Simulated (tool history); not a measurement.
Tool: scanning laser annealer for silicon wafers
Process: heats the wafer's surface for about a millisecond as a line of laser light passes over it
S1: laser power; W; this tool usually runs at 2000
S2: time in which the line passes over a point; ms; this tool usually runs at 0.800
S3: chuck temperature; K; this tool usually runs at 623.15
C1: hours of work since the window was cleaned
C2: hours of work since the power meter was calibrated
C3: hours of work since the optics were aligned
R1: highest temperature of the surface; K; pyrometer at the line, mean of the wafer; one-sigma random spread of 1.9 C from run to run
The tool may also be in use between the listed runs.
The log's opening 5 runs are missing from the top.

run   hour    S1     S2      S3   C1   C2    C3       R1
  6   33.4  1890  0.800  623.15  444  198  1059  1367.15
  7   41.1  2007  0.800  623.15  450  204  1065  1411.15
  8   46.1  2007  0.800  623.15  454  208  1069  1412.15
  9   53.2  2007  0.800  623.15  460  214  1074  1414.15
 10   57.6  2007  0.800  623.15  463  217  1078  1414.15
 11   67.2  2007  0.800  623.15  471  225  1085  1411.15
      78.6  -- optics aligned, line set to its width
 12   80.3  2000  0.800  623.15  477  231     1  1421.15
 13   86.2  2000  0.800  623.15  482  236     6  1419.15
 14   96.0  2000  0.800  623.15  490  244    14  1416.15
 15  104.6  2000  0.800  623.15  496  250    20  1415.15
 16  113.6  2000  0.800  586.15  504  258    28  1379.15
 17  119.8  2000  0.800  586.15  508  262    32  1381.15
 18  130.2  2000  0.800  586.15  517  271    41  1376.15
 19  137.6  2000  0.800  586.15  522  276    46  1379.15
 20  145.0  2014  0.800  623.15  528  282    52  1421.15
 21  151.1  1943  0.564  645.15  533  287    57  1292.15
 22  159.5  2193  0.788  596.15  540  294    64  1463.15
 23  165.1  2193  0.788  596.15  544  298    68  1461.15
 24  169.9  2193  0.788  596.15  548  302    72  1462.15
 25  178.3  2193  0.788  596.15  555  309    79  1457.15
 26  188.0  2186  0.800  623.15  562  316    86  1490.15
 27  194.1  2126  0.800  612.15  567  321    91  1452.15
 28  202.5  2126  0.800  612.15  574  328    98  1449.15
 29  208.3  2126  0.800  612.15  578  332   102  1454.15

For run 30, what comes out?
 30  214.8  2126  0.889  616.15  583  337  107   ?

Run 30 gave R1 1502.15 K.
Had the tool carried no hidden state, the very same run would have given R1 1538.15 K.

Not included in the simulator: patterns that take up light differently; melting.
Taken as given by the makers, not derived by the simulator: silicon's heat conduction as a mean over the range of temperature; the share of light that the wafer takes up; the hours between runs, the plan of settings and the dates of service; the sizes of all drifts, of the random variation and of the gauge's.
